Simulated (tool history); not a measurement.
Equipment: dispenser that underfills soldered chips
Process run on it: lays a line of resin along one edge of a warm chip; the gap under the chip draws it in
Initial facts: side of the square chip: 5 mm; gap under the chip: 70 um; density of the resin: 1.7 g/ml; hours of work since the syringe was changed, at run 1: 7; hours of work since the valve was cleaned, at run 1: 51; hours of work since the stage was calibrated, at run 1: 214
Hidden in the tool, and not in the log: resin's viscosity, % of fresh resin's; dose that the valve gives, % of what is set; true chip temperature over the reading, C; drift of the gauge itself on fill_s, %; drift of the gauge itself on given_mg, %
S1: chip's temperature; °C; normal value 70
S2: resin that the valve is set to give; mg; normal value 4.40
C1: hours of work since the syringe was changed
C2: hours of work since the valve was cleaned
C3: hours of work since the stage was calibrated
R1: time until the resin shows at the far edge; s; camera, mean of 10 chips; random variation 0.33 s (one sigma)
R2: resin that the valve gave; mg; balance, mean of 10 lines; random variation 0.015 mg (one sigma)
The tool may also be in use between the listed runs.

Run 1, hour 0.0: usual settings; C1 7; C2 51; C3 214. Result: R1 17.3 s, R2 4.30 mg.
At hour 5.5: dispensing valve cleaned and set on the balance.
At hour 6.6: new syringe of resin.
Run 2, hour 11.1: usual settings; C1 3; C2 4; C3 221. Result: R1 14.7 s, R2 4.44 mg.
Run 3, hour 19.0: usual settings; C1 9; C2 9; C3 226. Result: R1 18.0 s, R2 4.39 mg.
At hour 22.5: new syringe of resin.
Run 4, hour 27.2: usual settings; C1 3; C2 15; C3 232. Result: R1 15.0 s, R2 4.41 mg.
Run 5, hour 36.3: usual settings but S1 57 °C; C1 10; C2 21; C3 238. Result: R1 29.0 s, R2 4.38 mg.
At hour 37.9: new syringe of resin.
Run 6, hour 44.4: usual settings but S1 57 °C; C1 4; C2 26; C3 244. Result: R1 24.8 s, R2 4.33 mg.
At hour 53.5: new syringe of resin.
Run 7, hour 54.2: usual settings but S1 57 °C; C1 1; C2 33; C3 250. Result: R1 21.8 s, R2 4.35 mg.
Run 8, hour 60.3: usual settings but S1 57 °C; C1 5; C2 37; C3 254. Result: R1 24.2 s, R2 4.31 mg.
Run 9, hour 67.0: usual settings but S1 57 °C; C1 9; C2 42; C3 259. Result: R1 28.3 s, R2 4.32 mg.
At hour 68.8: new syringe of resin.
Run 10, hour 75.9: usual settings but S1 57 °C; C1 5; C2 47; C3 265. Result: R1 24.8 s, R2 4.32 mg.
At hour 84.3: new syringe of resin.
At hour 86.8: dispensing valve cleaned and set on the balance.
Run 11, hour 87.6: usual settings but S1 57 °C; C1 2; C2 1; C3 272. Result: R1 22.3 s, R2 4.40 mg.
Run 12, hour 94.3: usual settings but S1 79 °C, S2 4.83 mg; C1 6; C2 5; C3 277. Result: R1 13.0 s, R2 4.81 mg.
At hour 101.3: new syringe of resin.
Run 13, hour 104.2: usual settings but S1 79 °C, S2 4.83 mg; C1 2; C2 12; C3 283. Result: R1 11.2 s, R2 4.78 mg.
Run 14, hour 109.7: usual settings but S1 79 °C, S2 4.83 mg; C1 6; C2 16; C3 287. Result: R1 12.7 s, R2 4.79 mg.
Run 15, hour 115.4: usual settings but S1 79 °C; C1 10; C2 20; C3 291. Result: R1 14.2 s, R2 4.36 mg.
At hour 117.4: new syringe of resin.
Run 16, hour 126.4: usual settings but S1 80 °C, S2 4.33 mg; C1 6; C2 27; C3 298. Result: R1 12.5 s, R2 4.28 mg.
At hour 133.0: new syringe of resin.
Run 17, hour 135.9: usual settings but S1 80 °C, S2 4.33 mg; C1 2; C2 33; C3 305. Result: R1 10.5 s, R2 4.28 mg.
Run 18, hour 145.0: usual settings but S1 77 °C, S2 4.08 mg; C1 8; C2 39; C3 311. Result: R1 14.7 s, R2 4.01 mg.
At hour 148.7: new syringe of resin.
Run 19, hour 155.9: usual settings but S1 66 °C, S2 5.70 mg; C1 5; C2 47; C3 318. Result: R1 17.3 s, R2 5.60 mg.
Run 20, hour 163.4: usual settings but S2 5.04 mg; C1 10; C2 52; C3 323. Result: R1 18.4 s, R2 4.95 mg.
At hour 164.1: new syringe of resin.
At hour 167.3: dispensing valve cleaned and set on the balance.
Run 21, hour 173.9: usual settings but S1 85 °C, S2 5.34 mg; C1 6; C2 5; C3 330. Result: R1 10.4 s, R2 5.32 mg.

How would selected steps in R1 from run to run divide? Give the signed amount a tool lacking its hidden state would still show from settings, what came in and random variation, and the signed amount left for the hidden state, including any gauge scatter that is not in both of the compared results.
Run 4 -> 5: S1 70 -> 57. R1 +14.0 s: hidden state +6.0, all else +8.0.
Run 5 -> 6: new syringe of resin. R1 -4.2 s: hidden state -4.8, all else +0.6.
Run 11 -> 12: S1 57 -> 79, S2 4.40 -> 4.83. R1 -9.3 s: hidden state +1.9, all else -11.2.
